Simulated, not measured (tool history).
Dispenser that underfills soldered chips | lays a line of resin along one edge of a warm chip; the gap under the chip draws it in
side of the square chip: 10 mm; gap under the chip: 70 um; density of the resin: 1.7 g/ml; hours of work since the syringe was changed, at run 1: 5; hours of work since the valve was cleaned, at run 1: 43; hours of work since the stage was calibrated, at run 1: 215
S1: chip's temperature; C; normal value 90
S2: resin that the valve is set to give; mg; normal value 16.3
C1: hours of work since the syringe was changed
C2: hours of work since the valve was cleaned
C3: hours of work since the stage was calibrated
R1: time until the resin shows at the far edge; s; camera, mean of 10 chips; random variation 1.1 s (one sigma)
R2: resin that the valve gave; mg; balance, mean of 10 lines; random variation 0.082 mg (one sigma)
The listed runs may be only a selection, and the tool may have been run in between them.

{"run": 1, "hour": 0.0, "S1": 90, "S2": 16.3, "C1": 5, "C2": 43, "C3": 215, "R1": 168, "R2": 15.93}
{"hour": 5.2, "done": "new syringe of resin"}
{"run": 2, "hour": 9.6, "S1": 90, "S2": 16.3, "C1": 3, "C2": 50, "C3": 221, "R1": 140.3, "R2": 15.87}
{"run": 3, "hour": 16.1, "S1": 90, "S2": 16.3, "C1": 8, "C2": 54, "C3": 226, "R1": 210.4, "R2": 15.98}
{"hour": 17.9, "done": "new syringe of resin"}
{"run": 4, "hour": 23.2, "S1": 90, "S2": 16.3, "C1": 4, "C2": 59, "C3": 230, "R1": 145.5, "R2": 15.9}
{"run": 5, "hour": 29.5, "S1": 90, "S2": 16.3, "C1": 8, "C2": 63, "C3": 235, "R1": 215.5, "R2": 15.75}
{"hour": 30.7, "done": "new syringe of resin"}
{"run": 6, "hour": 40.0, "S1": 90, "S2": 16.3, "C1": 6, "C2": 70, "C3": 242, "R1": 188.6, "R2": 15.62}
{"hour": 43.4, "done": "new syringe of resin"}
{"run": 7, "hour": 48.5, "S1": 90, "S2": 16.3, "C1": 4, "C2": 76, "C3": 247, "R1": 145.4, "R2": 15.6}
{"hour": 52.8, "done": "dispensing valve cleaned and set on the balance"}
{"hour": 56.4, "done": "new syringe of resin"}
{"run": 8, "hour": 59.6, "S1": 90, "S2": 16.3, "C1": 2, "C2": 5, "C3": 254, "R1": 132.2, "R2": 16.34}
{"run": 9, "hour": 65.5, "S1": 90, "S2": 16.3, "C1": 6, "C2": 9, "C3": 258, "R1": 184, "R2": 16.35}
{"hour": 68.7, "done": "new syringe of resin"}
{"run": 10, "hour": 70.7, "S1": 90, "S2": 14.1, "C1": 1, "C2": 12, "C3": 262, "R1": 128.8, "R2": 14.12}
{"run": 11, "hour": 80.1, "S1": 90, "S2": 14.1, "C1": 8, "C2": 19, "C3": 268, "R1": 224.2, "R2": 14.02}
{"hour": 80.9, "done": "new syringe of resin"}
{"run": 12, "hour": 88.5, "S1": 90, "S2": 16.3, "C1": 5, "C2": 24, "C3": 274, "R1": 171.3, "R2": 16.03}
{"hour": 93.5, "done": "new syringe of resin"}
{"run": 13, "hour": 94.7, "S1": 83, "S2": 15.6, "C1": 1, "C2": 28, "C3": 278, "R1": 148.7, "R2": 15.38}
{"run": 14, "hour": 99.3, "S1": 76, "S2": 16.7, "C1": 4, "C2": 31, "C3": 281, "R1": 237.4, "R2": 16.44}
{"hour": 105.8, "done": "new syringe of resin"}
{"run": 15, "hour": 107.3, "S1": 76, "S2": 16.7, "C1": 1, "C2": 37, "C3": 286, "R1": 180.8, "R2": 16.48}
{"run": 16, "hour": 116.2, "S1": 97, "S2": 14.6, "C1": 7, "C2": 43, "C3": 293, "R1": 171.4, "R2": 14.27}
{"hour": 117.9, "done": "new syringe of resin"}
{"run": 17, "hour": 126.8, "S1": 81, "S2": 17.4, "C1": 6, "C2": 50, "C3": 300, "R1": 240.9, "R2": 16.84}
{"hour": 130.0, "done": "new syringe of resin"}
{"run": 18, "hour": 135.0, "S1": 97, "S2": 19, "C1": 3, "C2": 55, "C3": 305, "R1": 120, "R2": 18.41}
{"hour": 142.6, "done": "new syringe of resin"}
{"run": 19, "hour": 143.2, "S1": 97, "S2": 19, "C1": 0, "C2": 61, "C3": 311, "R1": 89.4, "R2": 18.39}
{"run": 20, "hour": 150.6, "S1": 97, "S2": 19, "C1": 6, "C2": 66, "C3": 316, "R1": 139.2, "R2": 18.24}
{"hour": 155.3, "done": "new syringe of resin"}
{"run": 21, "hour": 155.4, "S1": 87, "S2": 17.7, "C1": 0, "C2": 69, "C3": 319, "R1": 114.5, "R2": 17.06}
{"run": 22, "hour": 164.2, "S1": 89, "S2": 20.2, "C1": 6, "C2": 75, "C3": 325, "R1": 185.9, "R2": 19.42}
{"hour": 167.4, "done": "new syringe of resin"}
{"hour": 169.7, "done": "dispensing valve cleaned and set on the balance"}
{"run": 23, "hour": 172.1, "S1": 89, "S2": 20.2, "C1": 3, "C2": 2, "C3": 329, "R1": 139.9, "R2": 19.95}
{"run": 24, "hour": 179.4, "S1": 89, "S2": 20.1, "C1": 8, "C2": 7, "C3": 335, "R1": 211.4, "R2": 19.95}

Hidden state at the last listed run before each entry between runs and at the first one after, where it differs:
Run 1 -> run 2: new syringe of resin (hour 5.2)
  resin's viscosity, % of fresh resin's: 155.1 -> 130.2; dose that the valve gives, % of what is set: 97.84 -> 97.5; true chip temperature over the reading, C: -1.02 -> -1.06
  what was measured, less what the result would be without the hidden state, R1: +63.3 -> +36.4 s; R2: -0.36 -> -0.41 mg
Run 3 -> run 4: new syringe of resin (hour 17.9)
  resin's viscosity, % of fresh resin's: 193 -> 134.3; dose that the valve gives, % of what is set: 97.27 -> 97.02; true chip temperature over the reading, C: -1.08 -> -1.11
  what was measured, less what the result would be without the hidden state, R1: +105.4 -> +41.2 s; R2: -0.44 -> -0.48 mg
Run 5 -> run 6: new syringe of resin (hour 30.7)
  resin's viscosity, % of fresh resin's: 195.6 -> 172.1; dose that the valve gives, % of what is set: 96.8 -> 96.44; true chip temperature over the reading, C: -1.13 -> -1.17
  what was measured, less what the result would be without the hidden state, R1: +109.8 -> +83.6 s; R2: -0.52 -> -0.58 mg
Run 6 -> run 7: new syringe of resin (hour 43.4)
  resin's viscosity, % of fresh resin's: 172.1 -> 135; dose that the valve gives, % of what is set: 96.44 -> 96.13; true chip temperature over the reading, C: -1.17 -> -1.2
  what was measured, less what the result would be without the hidden state, R1: +83.6 -> +42.4 s; R2: -0.58 -> -0.63 mg
Run 7 -> run 8: dispensing valve cleaned and set on the balance (hour 52.8); new syringe of resin (hour 56.4)
  resin's viscosity, % of fresh resin's: 135 -> 122.3; dose that the valve gives, % of what is set: 96.13 -> 99.83; true chip temperature over the reading, C: -1.2 -> -1.24
  what was measured, less what the result would be without the hidden state, R1: +42.4 -> +27.9 s; R2: -0.63 -> -0.03 mg
Run 9 -> run 10: new syringe of resin (hour 68.7)
  resin's viscosity, % of fresh resin's: 173.8 -> 112.2; dose that the valve gives, % of what is set: 99.62 -> 99.43; true chip temperature over the reading, C: -1.26 -> -1.27
  what was measured, less what the result would be without the hidden state, R1: +82.1 -> +18.3 s; R2: -0.06 -> -0.08 mg
Run 11 -> run 12: new syringe of resin (hour 80.9)
  resin's viscosity, % of fresh resin's: 197.1 -> 157.6; dose that the valve gives, % of what is set: 99.1 -> 98.79; true chip temperature over the reading, C: -1.31 -> -1.34
  what was measured, less what the result would be without the hidden state, R1: +114.9 -> +67.1 s; R2: -0.13 -> -0.2 mg
Run 12 -> run 13: new syringe of resin (hour 93.5)
  resin's viscosity, % of fresh resin's: 157.6 -> 108; dose that the valve gives, % of what is set: 98.79 -> 98.55; true chip temperature over the reading, C: -1.34 -> -1.36
  what was measured, less what the result would be without the hidden state, R1: +67.1 -> +17 s; R2: -0.2 -> -0.22 mg
Run 14 -> run 15: new syringe of resin (hour 105.8)
  resin's viscosity, % of fresh resin's: 142.5 -> 109.2; dose that the valve gives, % of what is set: 98.38 -> 98.11; true chip temperature over the reading, C: -1.38 -> -1.41
  what was measured, less what the result would be without the hidden state, R1: +78.3 -> +22.7 s; R2: -0.27 -> -0.32 mg
Run 16 -> run 17: new syringe of resin (hour 117.9)
  resin's viscosity, % of fresh resin's: 186.1 -> 168.3; dose that the valve gives, % of what is set: 97.8 -> 97.46; true chip temperature over the reading, C: -1.44 -> -1.48
  what was measured, less what the result would be without the hidden state, R1: +83.6 -> +104.6 s; R2: -0.33 -> -0.44 mg
Run 17 -> run 18: new syringe of resin (hour 130)
  resin's viscosity, % of fresh resin's: 168.3 -> 135.1; dose that the valve gives, % of what is set: 97.46 -> 97.18; true chip temperature over the reading, C: -1.48 -> -1.52
  what was measured, less what the result would be without the hidden state, R1: +104.6 -> +35 s; R2: -0.44 -> -0.54 mg
Run 18 -> run 19: new syringe of resin (hour 142.6)
  resin's viscosity, % of fresh resin's: 135.1 -> 101.2; dose that the valve gives, % of what is set: 97.18 -> 96.89; true chip temperature over the reading, C: -1.52 -> -1.55
  what was measured, less what the result would be without the hidden state, R1: +35 -> +5 s; R2: -0.54 -> -0.59 mg
Run 20 -> run 21: new syringe of resin (hour 155.3)
  resin's viscosity, % of fresh resin's: 158 -> 100.2; dose that the valve gives, % of what is set: 96.62 -> 96.44; true chip temperature over the reading, C: -1.57 -> -1.59
  what was measured, less what the result would be without the hidden state, R1: +55.1 -> +6.1 s; R2: -0.63 -> -0.63 mg
Run 22 -> run 23: new syringe of resin (hour 167.4); dispensing valve cleaned and set on the balance (hour 169.7)
  resin's viscosity, % of fresh resin's: 169.9 -> 126.3; dose that the valve gives, % of what is set: 96.14 -> 99.37; true chip temperature over the reading, C: -1.62 -> -1.65
  what was measured, less what the result would be without the hidden state, R1: +81.7 -> +34.2 s; R2: -0.77 -> -0.13 mg
